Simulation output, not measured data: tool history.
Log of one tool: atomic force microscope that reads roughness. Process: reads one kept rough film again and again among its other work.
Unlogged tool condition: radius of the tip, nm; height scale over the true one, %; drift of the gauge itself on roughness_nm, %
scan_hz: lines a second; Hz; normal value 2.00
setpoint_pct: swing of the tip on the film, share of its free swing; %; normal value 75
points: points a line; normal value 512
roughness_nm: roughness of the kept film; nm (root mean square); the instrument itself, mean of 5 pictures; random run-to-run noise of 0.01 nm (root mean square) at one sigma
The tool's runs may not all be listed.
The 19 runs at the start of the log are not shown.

run	day	scan_hz	setpoint_pct	points	pictures with this tip	hours of work since the height scale was calibrated	roughness_nm
20	13.983	2.00	59	512	40	320	2.434
21	14.742	2.00	75	512	67	335	2.295
22	15.383	2.00	75	512	90	347	2.285
# day 15.750: new tip fitted
23	16.342	2.00	75	512	21	365	2.302
24	17.296	2.32	75	493	55	383	2.226
25	17.742	1.97	75	686	70	391	2.302
26	18.392	1.97	75	686	93	404	2.282
# day 18.629: new tip fitted
27	19.421	1.97	75	686	28	423	2.308
28	19.900	2.00	63	512	45	432	2.406
29	20.642	1.27	60	512	72	446	2.475
30	21.367	1.53	81	592	97	460	2.269
# day 21.546: new tip fitted
31	22.217	1.09	69	408	24	475	2.436
32	22.858	0.51	65	512	46	488	2.515
33	23.875	0.51	65	512	83	507	2.502
# day 24.496: new tip fitted
34	24.496	3.81	90	741	0	518	1.736
35	25.350	3.81	90	741	30	534	1.763
36	25.917	3.81	90	741	50	545	1.753
37	26.662	3.81	86	592	77	559	1.859
38	27.333	1.72	72	647	100	572	2.335
# day 27.429: new tip fitted
39	27.821	2.39	60	341	14	581	2.407
40	28.642	2.39	60	341	43	597	2.420
41	29.138	1.62	75	970	61	606	2.337
42	29.921	2.00	79	876	89	621	2.242
# day 30.279: new tip fitted
43	30.417	3.33	75	361	4	630	2.124
44	31.433	0.93	75	797	40	649	2.414

Branching from run 44: 3 alternative next runs. What would each branch give?
A	32.179	0.74	88	476	67	663	?
B	32.179	1.60	80	486	67	663	?
C	32.179	0.65	59	341	67	663	?

run	roughness_nm
A	2.355
B	2.274
C	2.495
Take away the tool's hidden state, keep each run's random variation, and the runs would have read:
run	roughness_nm
A	2.360
B	2.279
C	2.500
